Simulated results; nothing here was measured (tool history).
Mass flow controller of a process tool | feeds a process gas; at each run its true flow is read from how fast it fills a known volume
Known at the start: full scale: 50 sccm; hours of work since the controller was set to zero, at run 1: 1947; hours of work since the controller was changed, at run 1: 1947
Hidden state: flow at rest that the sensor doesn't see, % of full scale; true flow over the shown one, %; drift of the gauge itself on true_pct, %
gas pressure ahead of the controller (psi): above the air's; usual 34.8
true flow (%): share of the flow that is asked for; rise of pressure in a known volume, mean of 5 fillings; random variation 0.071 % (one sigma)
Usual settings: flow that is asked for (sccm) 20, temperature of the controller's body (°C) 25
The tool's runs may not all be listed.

| run | hour | flow that is asked for (sccm) | gas pressure ahead of the controller (psi) | temperature of the controller's body (°C) | hours of work since the controller was set to zero | hours of work since the controller was changed | true flow (%) |
|---|---|---|---|---|---|---|---|
| 1 | 0.0 | 20 | 34.8 | 25 | 1947 | 1947 | 98.93 |
| 2 | 269.2 | 37 | 34.8 | 25 | 2048 | 2048 | 98.90 |
| 3 | 549.1 | 37 | 34.8 | 25 | 2153 | 2153 | 98.79 |
| 4 | 751.2 | 20 | 34.8 | 25 | 2229 | 2229 | 98.79 |
| 5 | 1101.3 | 20 | 34.8 | 25 | 2360 | 2360 | 98.77 |
| 6 | 1367.4 | 20 | 20.3 | 25 | 2460 | 2460 | 98.63 |
| 7 | 1704.1 | 20 | 20.3 | 25 | 2586 | 2586 | 98.47 |
| 8 | 2018.0 | 20 | 34.8 | 25 | 2704 | 2704 | 98.53 |
| 9 | 2333.1 | 20 | 34.8 | 25 | 2822 | 2822 | 98.53 |
| 10 | 2665.0 | 20 | 34.8 | 25 | 2946 | 2946 | 98.67 |
| 11 | 3007.2 | 20 | 40.3 | 25 | 3075 | 3075 | 98.62 |
| 12 | 3150.0 | 20 | 40.3 | 25 | 3128 | 3128 | 98.52 |
| 13 | 3346.1 | 20 | 34.8 | 25 | 3202 | 3202 | 98.44 |
| 14 | 3499.1 | 20 | 34.8 | 25 | 3259 | 3259 | 98.46 |
| 15 | 3777.2 | 20 | 34.8 | 25 | 3363 | 3363 | 98.39 |
| 16 | 4099.0 | 20 | 24.4 | 25 | 3484 | 3484 | 98.42 |
| 17 | 4359.6 | 20 | 34.8 | 25 | 3582 | 3582 | 98.37 |
| 18 | 4684.2 | 20 | 34.8 | 25 | 3703 | 3703 | 98.31 |
| 19 | 4878.7 | 20 | 34.8 | 25 | 3776 | 3776 | 98.21 |
| 20 | 5191.2 | 20 | 34.8 | 25 | 3894 | 3894 | 98.23 |
| 21 | 5372.2 | 20 | 34.8 | 25 | 3961 | 3961 | 98.28 |
| 22 | 5633.6 | 20 | 34.8 | 25 | 4059 | 4059 | 98.29 |
| 23 | 5788.4 | 20 | 34.8 | 25 | 4118 | 4118 | 98.14 |
| 24 | 6077.7 | 20 | 34.8 | 21 | 4226 | 4226 | 98.47 |
| 25 | 6315.1 | 20 | 38.4 | 21 | 4315 | 4315 | 98.43 |
| 26 | 6659.5 | 7 | 34.8 | 28 | 4444 | 4444 | 100.14 |
| 27 | 6867.7 | 14 | 39.9 | 33 | 4522 | 4522 | 98.01 |
| 28 | 7194.1 | 14 | 39.9 | 33 | 4645 | 4645 | 97.98 |
| 29 | 7338.5 | 14 | 39.9 | 33 | 4699 | 4699 | 98.03 |
| 30 | 7623.1 | 29 | 30.6 | 28 | 4805 | 4805 | 97.25 |
| 31 | 7791.9 | 29 | 40.5 | 39 | 4869 | 4869 | 96.62 |
| 32 | 8086.2 | 29 | 40.5 | 39 | 4979 | 4979 | 96.59 |
| 33 | 8346.6 | 20 | 35.7 | 35 | 5077 | 5077 | 97.10 |
| 34 | 8644.0 | 13 | 36.3 | 25 | 5188 | 5188 | 98.34 |
| 35 | 8981.1 | 10 | 34.8 | 23 | 5315 | 5315 | 99.32 |
| 36 | 9142.9 | 27 | 34.8 | 22 | 5375 | 5375 | 97.49 |
| 37 | 9390.8 | 27 | 34.8 | 22 | 5468 | 5468 | 97.63 |
| 38 | 9731.4 | 14 | 30.2 | 22 | 5596 | 5596 | 98.44 |
| 39 | 9996.1 | 13 | 29.4 | 25 | 5695 | 5695 | 98.34 |
| 40 | 10280.5 | 13 | 29.4 | 25 | 5802 | 5802 | 98.24 |

Hidden state or all else? Some run-to-run changes of true flow (%), split into what the settings, what came in and random variation would give without the hidden state, and what is left for the hidden state (with any gauge scatter that isn't in both results):
Run 25 -> 26: flow that is asked for (sccm) 20 -> 7, gas pressure ahead of the controller (psi) 38.4 -> 34.8, temperature of the controller's body (°C) 21 -> 28. true flow (%) +1.71: hidden state +2.59, all else -0.88.
Run 26 -> 27: flow that is asked for (sccm) 7 -> 14, gas pressure ahead of the controller (psi) 34.8 -> 39.9, temperature of the controller's body (°C) 28 -> 33. true flow (%) -2.13: hidden state -2.05, all else -0.08.
Run 35 -> 36: flow that is asked for (sccm) 10 -> 27, temperature of the controller's body (°C) 23 -> 22. true flow (%) -1.83: hidden state -2.11, all else +0.28.

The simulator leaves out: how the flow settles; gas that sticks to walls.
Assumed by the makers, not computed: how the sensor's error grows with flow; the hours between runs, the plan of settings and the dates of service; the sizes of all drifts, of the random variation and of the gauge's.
